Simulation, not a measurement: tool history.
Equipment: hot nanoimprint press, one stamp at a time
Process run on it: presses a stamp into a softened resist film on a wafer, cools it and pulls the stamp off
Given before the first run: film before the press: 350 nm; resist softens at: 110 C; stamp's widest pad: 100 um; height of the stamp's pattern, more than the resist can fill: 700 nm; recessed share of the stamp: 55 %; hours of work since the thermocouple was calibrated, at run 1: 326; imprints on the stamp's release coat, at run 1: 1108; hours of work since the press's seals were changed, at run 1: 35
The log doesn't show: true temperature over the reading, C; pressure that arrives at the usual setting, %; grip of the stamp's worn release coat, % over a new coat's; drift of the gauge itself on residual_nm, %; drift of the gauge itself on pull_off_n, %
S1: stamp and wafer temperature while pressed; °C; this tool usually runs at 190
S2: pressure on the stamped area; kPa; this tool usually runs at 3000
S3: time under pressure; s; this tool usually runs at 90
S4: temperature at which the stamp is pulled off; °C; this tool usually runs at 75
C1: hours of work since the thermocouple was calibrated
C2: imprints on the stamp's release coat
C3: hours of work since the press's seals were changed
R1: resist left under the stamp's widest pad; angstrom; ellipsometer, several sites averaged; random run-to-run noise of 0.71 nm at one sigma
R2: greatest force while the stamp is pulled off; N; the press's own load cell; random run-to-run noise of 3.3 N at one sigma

run   hour   S1    S2   S3  S4   C1    C2   C3    R1   R2
  1    0.0  190  3000   90  75  326  1108   35  2021  155
  2    9.4  190  3000   90  75  332  1152   41  2015  151
  3   19.2  190  3000   90  75  338  1198   47  2020  158
  4   32.8  190  3000   90  75  346  1262   55  2012  158
      47.9  -- plate thermocouple calibrated
      55.3  -- stamp cleaned and given a new release coat
  5   59.6  190  3000   90  75    4    21   66  2027  153
  6   74.7  190  3000   90  75   13    92   75  2019  150
  7   84.0  197  3000   90  62   18   135   81  1501  163
  8   98.7  192  3000   88  75   27   204   90  1888  152
  9  114.4  189  3000   90  75   37   277   99  2101  153
 10  129.0  185  3000  103  73   46   346  108  2346  152
 11  143.7  185  3000  103  73   55   415  117  2366  158

Forecast each of these 3 alternatives for the next run:
  A  152.3  179  4320  103  75  60  456  123   ?   ?
  B  152.3  190  2610   90  75  60  456  123   ?   ?
  C  152.3  185  3000   80  77  60  456  123   ?   ?

run    R1   R2
  A  2596  157
  B  2109  153
  C  2490  147
The same runs, with their run-to-run variation unchanged, on a tool lacking any hidden condition would have given:
run    R1   R2
  A  2615  156
  B  2124  153
  C  2508  147
